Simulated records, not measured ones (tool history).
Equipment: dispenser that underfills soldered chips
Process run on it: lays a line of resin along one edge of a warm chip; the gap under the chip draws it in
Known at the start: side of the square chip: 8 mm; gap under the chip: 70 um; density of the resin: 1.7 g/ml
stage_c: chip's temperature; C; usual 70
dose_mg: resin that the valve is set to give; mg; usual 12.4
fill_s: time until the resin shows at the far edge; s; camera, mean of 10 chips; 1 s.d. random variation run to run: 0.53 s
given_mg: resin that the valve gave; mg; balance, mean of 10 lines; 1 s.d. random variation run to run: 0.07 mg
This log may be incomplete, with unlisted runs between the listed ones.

run    day  stage_c  dose_mg  fill_s  given_mg
  1      0       70     12.4    58.9     12.44
     0.262  -- new syringe of resin
  2  0.367       76     12.4      36     12.23
     0.804  -- new syringe of resin
  3  0.808       70     12.4    46.5     12.02
  4  1.071       70     12.4      58     12.18
     1.362  -- new syringe of resin
  5  1.533       70     12.4    54.5        12
     1.912  -- new syringe of resin
  6  1.921       70     12.4    48.3     11.99
     2.446  -- new syringe of resin
  7  2.446       70     12.4      48     11.84
  8  2.725       70     12.4    59.7     11.86
         3  -- new syringe of resin
  9  3.075       71     12.4      48     11.66
 10  3.467       60     11.6   121.2     11.01
     3.546  -- new syringe of resin
 11  3.975       60     11.6   120.3     10.94
     4.092  -- new syringe of resin
 12  4.283       60     11.6    98.6     10.85
 13  4.567       80     13.8    41.2     12.73
     4.621  -- new syringe of resin
 14  4.938       80     13.8    36.2     12.63
     5.179  -- new syringe of resin
 15  5.183       70     10.6    50.7      9.78
     5.454  -- dispensing valve cleaned and set on the balance
 16   5.65       70     10.6    68.9     10.57
     5.775  -- new syringe of resin
 17  5.988       70     10.6    57.9     10.51

Forecast each of these 5 alternatives for the next run:
     6.225  -- stage's temperature calibrated
     6.358  -- new syringe of resin
  A  6.417       64     11.8       ?         ?
     6.225  -- stage's temperature calibrated
     6.358  -- new syringe of resin
  B  6.417       70     11.5       ?         ?
     6.225  -- stage's temperature calibrated
     6.358  -- new syringe of resin
  C  6.417       72     15.6       ?         ?
     6.225  -- stage's temperature calibrated
     6.358  -- new syringe of resin
  D  6.417       84     15.3       ?         ?
     6.225  -- stage's temperature calibrated
     6.358  -- new syringe of resin
  E  6.417       68     11.1       ?         ?

run  fill_s  given_mg
  A    62.8      11.6
  B      46     11.34
  C    41.1     15.45
  D    22.3     14.97
  E    51.6     10.88
Take away the tool's hidden state, keep each run's random variation, and the runs would have read:
run  fill_s  given_mg
  A    59.7     11.78
  B    43.8     11.51
  C    39.2     15.68
  D    21.3     15.19
  E    49.1     11.04

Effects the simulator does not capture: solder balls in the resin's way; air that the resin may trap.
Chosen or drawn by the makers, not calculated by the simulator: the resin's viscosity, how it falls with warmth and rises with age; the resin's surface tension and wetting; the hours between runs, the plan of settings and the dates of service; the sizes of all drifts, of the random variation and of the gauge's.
